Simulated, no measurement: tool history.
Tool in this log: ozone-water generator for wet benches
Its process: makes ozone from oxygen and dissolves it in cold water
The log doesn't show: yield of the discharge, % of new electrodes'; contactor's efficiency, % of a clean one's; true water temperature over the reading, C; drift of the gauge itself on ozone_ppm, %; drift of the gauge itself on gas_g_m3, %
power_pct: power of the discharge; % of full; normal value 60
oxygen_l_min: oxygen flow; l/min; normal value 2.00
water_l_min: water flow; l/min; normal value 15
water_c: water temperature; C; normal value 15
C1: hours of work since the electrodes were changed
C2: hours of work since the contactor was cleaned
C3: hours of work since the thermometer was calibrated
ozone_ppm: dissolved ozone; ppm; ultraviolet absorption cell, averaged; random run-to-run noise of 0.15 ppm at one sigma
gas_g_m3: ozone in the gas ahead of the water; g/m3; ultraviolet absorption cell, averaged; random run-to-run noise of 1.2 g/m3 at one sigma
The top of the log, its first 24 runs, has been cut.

{"run": 25, "day": 36.129, "power_pct": 42, "oxygen_l_min": 1.61, "water_l_min": 15, "water_c": 22, "C1": 1851, "C2": 3562, "C3": 3317, "ozone_ppm": 10.9, "gas_g_m3": 174.7}
{"run": 26, "day": 37.817, "power_pct": 60, "oxygen_l_min": 3.23, "water_l_min": 12, "water_c": 15, "C1": 1883, "C2": 3595, "C3": 3350, "ozone_ppm": 22.5, "gas_g_m3": 172.0}
{"run": 27, "day": 39.604, "power_pct": 71, "oxygen_l_min": 2.44, "water_l_min": 16, "water_c": 11, "C1": 1918, "C2": 3630, "C3": 3385, "ozone_ppm": 19.4, "gas_g_m3": 224.2}
{"run": 28, "day": 40.796, "power_pct": 98, "oxygen_l_min": 2.47, "water_l_min": 15, "water_c": 15, "C1": 1941, "C2": 3653, "C3": 3408, "ozone_ppm": 26.2, "gas_g_m3": 288.9}
{"run": 29, "day": 41.9, "power_pct": 98, "oxygen_l_min": 2.47, "water_l_min": 15, "water_c": 15, "C1": 1963, "C2": 3675, "C3": 3429, "ozone_ppm": 26.3, "gas_g_m3": 286.0}
{"run": 30, "day": 43.654, "power_pct": 98, "oxygen_l_min": 2.47, "water_l_min": 15, "water_c": 15, "C1": 1997, "C2": 3709, "C3": 3464, "ozone_ppm": 26.2, "gas_g_m3": 287.3}
{"run": 31, "day": 45.546, "power_pct": 60, "oxygen_l_min": 1.92, "water_l_min": 18, "water_c": 15, "C1": 2034, "C2": 3745, "C3": 3500, "ozone_ppm": 13.7, "gas_g_m3": 215.3}
{"run": 32, "day": 47.017, "power_pct": 60, "oxygen_l_min": 1.92, "water_l_min": 18, "water_c": 19, "C1": 2062, "C2": 3774, "C3": 3529, "ozone_ppm": 13.1, "gas_g_m3": 215.4}

Below are 5 alternative next runs, each starting from the tool's condition after run 32. Predict each:
{"run": "A", "day": 48.3, "power_pct": 60, "oxygen_l_min": 3.34, "water_l_min": 19, "water_c": 20, "C1": 2087, "C2": 3799, "C3": 3554, "ozone_ppm": "?", "gas_g_m3": "?"}
{"run": "B", "day": 48.3, "power_pct": 60, "oxygen_l_min": 1.92, "water_l_min": 18, "water_c": 22, "C1": 2087, "C2": 3799, "C3": 3554, "ozone_ppm": "?", "gas_g_m3": "?"}
{"run": "C", "day": 48.3, "power_pct": 90, "oxygen_l_min": 1.0, "water_l_min": 16, "water_c": 15, "C1": 2087, "C2": 3799, "C3": 3554, "ozone_ppm": "?", "gas_g_m3": "?"}
{"run": "D", "day": 48.3, "power_pct": 74, "oxygen_l_min": 2.0, "water_l_min": 10, "water_c": 15, "C1": 2087, "C2": 3799, "C3": 3554, "ozone_ppm": "?", "gas_g_m3": "?"}
{"run": "E", "day": 48.3, "power_pct": 60, "oxygen_l_min": 2.96, "water_l_min": 13, "water_c": 15, "C1": 2087, "C2": 3799, "C3": 3554, "ozone_ppm": "?", "gas_g_m3": "?"}

run=A ozone_ppm=14.6 gas_g_m3=169.6
run=B ozone_ppm=13.1 gas_g_m3=214.6
run=C ozone_ppm=16.7 gas_g_m3=396.9
run=D ozone_ppm=27.7 gas_g_m3=250.7
run=E ozone_ppm=20.5 gas_g_m3=178.3
The same runs, with their run-to-run variation unchanged, on a tool lacking any hidden condition would have given:
run=A ozone_ppm=16.0 gas_g_m3=179.4
run=B ozone_ppm=14.3 gas_g_m3=226.9
run=C ozone_ppm=18.7 gas_g_m3=428.5
run=D ozone_ppm=30.5 gas_g_m3=268.0
run=E ozone_ppm=22.4 gas_g_m3=188.5
